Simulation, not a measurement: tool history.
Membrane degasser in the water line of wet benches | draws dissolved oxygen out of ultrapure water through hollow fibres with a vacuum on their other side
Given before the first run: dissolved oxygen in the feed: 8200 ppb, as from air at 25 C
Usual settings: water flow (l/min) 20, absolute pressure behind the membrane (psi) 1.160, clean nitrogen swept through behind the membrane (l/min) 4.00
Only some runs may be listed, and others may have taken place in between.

run,day,water flow (l/min),absolute pressure behind the membrane (psi),clean nitrogen swept through behind the membrane (l/min),dissolved oxygen in the water behind the degasser (ppb),pressure that the water loses in the fibres (psi)
1,0.000,20,1.160,4.00,123.7,5.649
2,8.108,20,1.160,4.00,125.1,5.674
3,17.546,20,1.160,4.00,126.3,5.670
4,22.158,20,1.224,4.00,130.6,5.690
5,26.392,20,1.224,4.00,131.5,5.770
# day 35.683: vacuum gauge calibrated
6,36.012,20,1.160,7.06,102.5,5.636
7,45.171,20,1.160,7.06,101.3,5.787
8,50.312,20,1.160,1.93,184.9,5.677
9,59.500,20,1.160,10.52,89.5,5.704
10,67.142,20,1.160,10.52,91.0,5.736
11,72.329,18,1.160,4.00,99.9,5.197
# day 74.071: seals of the vacuum lines changed
12,77.012,20,1.160,4.00,126.8,5.773
13,84.329,20,0.789,4.00,95.2,5.773
14,88.854,20,0.789,4.00,97.0,5.722
15,94.988,20,1.160,4.00,126.9,5.697
16,104.275,20,1.556,4.00,158.9,5.802
17,114.429,20,1.556,4.00,161.1,5.780
18,118.829,20,1.037,4.00,116.4,5.807
19,127.383,22,1.160,6.27,140.4,6.341
20,136.983,19,1.160,4.67,106.4,5.510
21,144.062,20,1.780,4.00,179.1,5.816
22,153.050,20,1.780,4.00,179.2,5.828
23,158.638,20,1.780,4.00,184.6,5.778
# day 164.608: vacuum gauge calibrated
24,164.979,15,1.020,2.14,86.3,4.351
25,170.383,20,2.682,5.80,202.4,5.836
26,179.383,20,1.162,2.75,155.5,5.800
27,189.338,23,1.462,6.81,177.1,6.734
28,196.346,23,1.462,6.81,177.8,6.754
29,201.208,20,1.416,6.23,127.5,5.862
30,207.521,29,1.973,6.23,363.9,8.514
31,217.354,20,1.371,4.00,152.8,5.864

Subtracting, for every run, the result it would have given without the tool's unlogged condition from the measured result gives the following. The same run-to-run variation enters both numbers; the gauge's scatter may not:
Unlogged tool condition in this case: membrane still open, %; true pressure behind the membrane over the reading, kPa; air that leaks in behind the membrane, l/min; drift of the gauge itself on oxygen_ppb, %; drift of the gauge itself on loss_of_pressure_kpa, %.
run,dissolved oxygen in the water behind the degasser (ppb),pressure that the water loses in the fibres (psi)
1,+11.3,+0.161
2,+11.9,+0.168
3,+12.5,+0.175
4,+12.8,+0.178
5,+13.2,+0.183
6,+11.1,+0.189
7,+11.5,+0.199
8,+13.1,+0.202
9,+11.8,+0.209
10,+12.3,+0.218
11,+10.5,+0.200
12,+12.2,+0.223
13,+12.5,+0.231
14,+13.1,+0.234
15,+13.2,+0.239
16,+13.7,+0.249
17,+14.4,+0.258
18,+14.7,+0.260
19,+19.7,+0.296
20,+13.6,+0.263
21,+16.3,+0.283
22,+16.8,+0.292
23,+17.7,+0.294
24,+6.6,+0.226
25,+17.3,+0.305
26,+17.9,+0.312
27,+26.9,+0.371
28,+27.4,+0.380
29,+19.2,+0.334
30,+48.5,+0.493
31,+20.7,+0.347
